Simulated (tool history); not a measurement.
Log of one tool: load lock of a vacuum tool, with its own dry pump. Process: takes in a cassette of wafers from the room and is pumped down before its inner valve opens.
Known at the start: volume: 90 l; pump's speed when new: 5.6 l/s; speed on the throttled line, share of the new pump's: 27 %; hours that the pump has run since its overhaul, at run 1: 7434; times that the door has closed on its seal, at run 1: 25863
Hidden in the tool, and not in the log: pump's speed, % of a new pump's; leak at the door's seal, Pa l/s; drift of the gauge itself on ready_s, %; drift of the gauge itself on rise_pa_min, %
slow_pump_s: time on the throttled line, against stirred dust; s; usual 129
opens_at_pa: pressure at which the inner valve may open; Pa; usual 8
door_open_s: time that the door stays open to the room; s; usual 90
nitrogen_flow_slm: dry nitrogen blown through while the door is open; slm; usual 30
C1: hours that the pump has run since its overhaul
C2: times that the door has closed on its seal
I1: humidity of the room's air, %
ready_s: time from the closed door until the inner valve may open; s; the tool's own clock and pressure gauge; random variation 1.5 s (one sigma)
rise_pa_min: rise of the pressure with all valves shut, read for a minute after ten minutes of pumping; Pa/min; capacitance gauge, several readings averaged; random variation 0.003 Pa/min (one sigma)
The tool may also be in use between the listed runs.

{"run": 1, "hour": 0.0, "slow_pump_s": 129, "opens_at_pa": 8, "door_open_s": 90, "nitrogen_flow_slm": 30, "C1": 7434, "C2": 25863, "I1": 47.2, "ready_s": 259.6, "rise_pa_min": 0.296}
{"run": 2, "hour": 161.9, "slow_pump_s": 129, "opens_at_pa": 8, "door_open_s": 90, "nitrogen_flow_slm": 30, "C1": 7596, "C2": 26519, "I1": 47.4, "ready_s": 258.2, "rise_pa_min": 0.31}
{"run": 3, "hour": 325.5, "slow_pump_s": 129, "opens_at_pa": 8, "door_open_s": 90, "nitrogen_flow_slm": 30, "C1": 7760, "C2": 27182, "I1": 43.2, "ready_s": 259.8, "rise_pa_min": 0.315}
{"run": 4, "hour": 481.7, "slow_pump_s": 129, "opens_at_pa": 8, "door_open_s": 90, "nitrogen_flow_slm": 30, "C1": 7916, "C2": 27815, "I1": 47.5, "ready_s": 262.3, "rise_pa_min": 0.338}
{"hour": 514.0, "done": "door's seal changed, seat wiped"}
{"run": 5, "hour": 688.8, "slow_pump_s": 178, "opens_at_pa": 8, "door_open_s": 90, "nitrogen_flow_slm": 30, "C1": 8121, "C2": 709, "I1": 45.0, "ready_s": 293.6, "rise_pa_min": 0.036}
{"run": 6, "hour": 818.9, "slow_pump_s": 154, "opens_at_pa": 8, "door_open_s": 90, "nitrogen_flow_slm": 30, "C1": 8251, "C2": 1236, "I1": 41.1, "ready_s": 277.0, "rise_pa_min": 0.034}
{"run": 7, "hour": 923.3, "slow_pump_s": 154, "opens_at_pa": 8, "door_open_s": 90, "nitrogen_flow_slm": 30, "C1": 8356, "C2": 1659, "I1": 42.6, "ready_s": 280.1, "rise_pa_min": 0.037}
{"run": 8, "hour": 1150.7, "slow_pump_s": 154, "opens_at_pa": 8, "door_open_s": 90, "nitrogen_flow_slm": 30, "C1": 8583, "C2": 2580, "I1": 47.6, "ready_s": 278.4, "rise_pa_min": 0.049}
{"run": 9, "hour": 1375.5, "slow_pump_s": 154, "opens_at_pa": 8, "door_open_s": 90, "nitrogen_flow_slm": 30, "C1": 8808, "C2": 3491, "I1": 42.4, "ready_s": 280.5, "rise_pa_min": 0.043}
{"run": 10, "hour": 1504.4, "slow_pump_s": 154, "opens_at_pa": 8, "door_open_s": 90, "nitrogen_flow_slm": 30, "C1": 8937, "C2": 4013, "I1": 44.5, "ready_s": 283.4, "rise_pa_min": 0.05}
{"run": 11, "hour": 1696.1, "slow_pump_s": 154, "opens_at_pa": 8, "door_open_s": 90, "nitrogen_flow_slm": 30, "C1": 9129, "C2": 4790, "I1": 40.3, "ready_s": 281.1, "rise_pa_min": 0.056}
{"run": 12, "hour": 1867.3, "slow_pump_s": 129, "opens_at_pa": 8, "door_open_s": 62, "nitrogen_flow_slm": 30, "C1": 9300, "C2": 5483, "I1": 49.9, "ready_s": 263.1, "rise_pa_min": 0.052}
{"run": 13, "hour": 2071.7, "slow_pump_s": 192, "opens_at_pa": 8, "door_open_s": 90, "nitrogen_flow_slm": 30, "C1": 9504, "C2": 6312, "I1": 46.7, "ready_s": 311.4, "rise_pa_min": 0.065}
{"run": 14, "hour": 2275.2, "slow_pump_s": 192, "opens_at_pa": 12, "door_open_s": 90, "nitrogen_flow_slm": 30, "C1": 9708, "C2": 7136, "I1": 45.3, "ready_s": 299.5, "rise_pa_min": 0.069}
{"run": 15, "hour": 2376.8, "slow_pump_s": 178, "opens_at_pa": 8, "door_open_s": 68, "nitrogen_flow_slm": 30, "C1": 9809, "C2": 7547, "I1": 40.7, "ready_s": 297.4, "rise_pa_min": 0.067}
{"run": 16, "hour": 2555.8, "slow_pump_s": 178, "opens_at_pa": 8, "door_open_s": 68, "nitrogen_flow_slm": 30, "C1": 9988, "C2": 8273, "I1": 45.8, "ready_s": 301.3, "rise_pa_min": 0.065}
{"run": 17, "hour": 2741.1, "slow_pump_s": 178, "opens_at_pa": 8, "door_open_s": 68, "nitrogen_flow_slm": 30, "C1": 10174, "C2": 9023, "I1": 48.8, "ready_s": 300.4, "rise_pa_min": 0.081}
{"run": 18, "hour": 2940.0, "slow_pump_s": 129, "opens_at_pa": 15, "door_open_s": 31, "nitrogen_flow_slm": 9, "C1": 10373, "C2": 9829, "I1": 45.5, "ready_s": 256.5, "rise_pa_min": 0.097}
{"run": 19, "hour": 3172.8, "slow_pump_s": 129, "opens_at_pa": 15, "door_open_s": 31, "nitrogen_flow_slm": 9, "C1": 10605, "C2": 10772, "I1": 42.6, "ready_s": 258.6, "rise_pa_min": 0.095}
{"run": 20, "hour": 3276.5, "slow_pump_s": 129, "opens_at_pa": 7, "door_open_s": 64, "nitrogen_flow_slm": 30, "C1": 10709, "C2": 11193, "I1": 46.3, "ready_s": 271.0, "rise_pa_min": 0.088}

Run 21 comes next. What will it give?
{"run": 21, "hour": 3410.2, "slow_pump_s": 129, "opens_at_pa": 7, "door_open_s": 64, "nitrogen_flow_slm": 30, "C1": 10843, "C2": 11734, "I1": 42.6, "ready_s": "?", "rise_pa_min": "?"}

ready_s: 270.9 s
rise_pa_min: 0.102 Pa/min
Without the tool's hidden state the same run would have given ready_s 248.1 s, rise_pa_min 0.032 Pa/min.
